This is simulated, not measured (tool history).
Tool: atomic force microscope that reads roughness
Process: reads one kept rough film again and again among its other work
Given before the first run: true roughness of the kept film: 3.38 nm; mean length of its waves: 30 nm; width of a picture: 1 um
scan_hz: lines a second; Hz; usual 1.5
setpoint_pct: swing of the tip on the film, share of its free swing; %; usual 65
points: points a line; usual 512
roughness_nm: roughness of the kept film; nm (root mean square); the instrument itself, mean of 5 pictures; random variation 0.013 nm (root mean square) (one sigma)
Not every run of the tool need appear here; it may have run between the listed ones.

| run | hour | scan_hz | setpoint_pct | points | roughness_nm |
|---|---|---|---|---|---|
| 1 | 0 | 1.5 | 65 | 512 | 2.73 |
| 2 | 24.3 | 1.5 | 65 | 512 | 2.679 |
| 3 | 44.6 | 1.5 | 86 | 512 | 2.526 |
| 4 | 67 | 1.5 | 65 | 665 | 2.573 |
|  | 75.9 | new tip fitted |
| 5 | 77.7 | 2.8 | 65 | 512 | 2.908 |
| 6 | 95.8 | 2.8 | 65 | 512 | 2.891 |
| 7 | 110.1 | 1.5 | 65 | 512 | 2.889 |
| 8 | 129 | 0.63 | 65 | 512 | 2.876 |
| 9 | 146.8 | 0.63 | 65 | 512 | 2.808 |
| 10 | 169.4 | 0.63 | 65 | 512 | 2.783 |
| 11 | 185.8 | 1.5 | 76 | 512 | 2.648 |
| 12 | 200.3 | 1.5 | 76 | 512 | 2.622 |
| 13 | 213.9 | 1.5 | 76 | 512 | 2.582 |
| 14 | 225.2 | 1.5 | 65 | 312 | 2.591 |
|  | 239.8 | new tip fitted |
| 15 | 246.1 | 1.5 | 65 | 312 | 2.948 |
| 16 | 257.6 | 1.71 | 65 | 312 | 2.892 |
| 17 | 277.4 | 1.71 | 65 | 312 | 2.826 |
| 18 | 292.4 | 1.5 | 67 | 512 | 2.853 |
| 19 | 305.5 | 1.5 | 67 | 512 | 2.8 |
| 20 | 322.3 | 1.5 | 67 | 512 | 2.769 |
| 21 | 344 | 1.5 | 67 | 512 | 2.728 |
| 22 | 361.2 | 1.5 | 67 | 512 | 2.664 |
| 23 | 377.8 | 1.5 | 67 | 512 | 2.634 |
| 24 | 398.2 | 2.22 | 65 | 512 | 2.564 |
|  | 405.8 | new tip fitted |
| 25 | 422.3 | 1.5 | 65 | 363 | 2.91 |
| 26 | 440.7 | 0.79 | 65 | 512 | 2.896 |
| 27 | 460.7 | 1.6 | 65 | 512 | 2.806 |
| 28 | 476.9 | 1.6 | 65 | 512 | 2.765 |
| 29 | 496.3 | 0.79 | 82 | 646 | 2.735 |
| 30 | 518 | 0.79 | 82 | 646 | 2.664 |
| 31 | 529 | 0.78 | 65 | 397 | 2.66 |
| 32 | 546.1 | 3.2 | 55 | 1002 | 2.601 |
| 33 | 566.1 | 2.07 | 56 | 841 | 2.597 |
|  | 570.4 | new tip fitted |
| 34 | 583.1 | 0.97 | 85 | 512 | 2.895 |
| 35 | 606.2 | 0.97 | 85 | 512 | 2.818 |
| 36 | 625.3 | 0.97 | 85 | 512 | 2.785 |
| 37 | 636.3 | 0.97 | 85 | 512 | 2.753 |

What does the tool deliver on the next run?
| 38 | 656.1 | 1.5 | 71 | 589 | ? |

roughness_nm: 2.738 nm (root mean square)
If the tool had no hidden condition, the same run with the same run-to-run variation would have returned roughness_nm 2.975 nm (root mean square).

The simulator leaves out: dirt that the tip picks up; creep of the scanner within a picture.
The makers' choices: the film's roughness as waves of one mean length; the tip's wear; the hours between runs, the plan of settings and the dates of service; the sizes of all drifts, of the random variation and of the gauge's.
